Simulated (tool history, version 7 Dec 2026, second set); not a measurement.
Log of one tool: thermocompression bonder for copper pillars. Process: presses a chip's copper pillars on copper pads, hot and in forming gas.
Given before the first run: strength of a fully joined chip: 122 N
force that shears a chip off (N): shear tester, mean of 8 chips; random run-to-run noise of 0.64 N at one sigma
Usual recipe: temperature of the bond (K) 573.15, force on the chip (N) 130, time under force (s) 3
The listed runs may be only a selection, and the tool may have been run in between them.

run	hour	temperature of the bond (K)	force on the chip (N)	time under force (s)	force that shears a chip off (N)
1	0.0	573.15	130	3	58.3
2	15.1	573.15	130	4	64.0
3	30.0	573.15	130	4	63.8
# hour 41.7: forming gas filter changed
4	49.1	565.15	130	3	57.0
5	73.3	573.15	79	3	40.2
6	93.7	573.15	79	3	40.4
7	123.6	573.15	79	3	39.1
8	138.7	573.15	189	3	76.7
9	161.9	596.15	189	3	91.5
10	182.2	596.15	189	3	91.0
11	205.3	573.15	130	3	58.2
12	222.4	573.15	130	3	58.1
13	252.5	573.15	130	3	58.6
14	277.5	573.15	96	7	63.3
15	293.3	591.15	114	2	55.1
16	318.0	591.15	114	2	54.2
17	347.2	591.15	114	2	54.0
18	364.3	577.15	105	5	60.9
19	377.8	552.15	127	2	37.6
20	396.1	552.15	127	2	38.0
21	409.4	552.15	127	2	37.4
# hour 428.5: forming gas filter changed
22	429.7	552.15	121	5	54.3
23	455.0	552.15	121	5	53.2
24	474.3	573.15	130	3	59.0
25	505.4	573.15	184	3	74.5
26	533.3	565.15	89	9	60.6

Alternative continuations, all from the tool just after run 26; predict every row:
A	550.0	591.15	89	4	?
B	550.0	573.15	130	3	?
C	550.0	565.15	89	2	?

run	force that shears a chip off (N)
A	57.5
B	58.3
C	34.1
Without the tool's hidden state the same runs would have given:
run	force that shears a chip off (N)
A	64.3
B	65.4
C	39.2
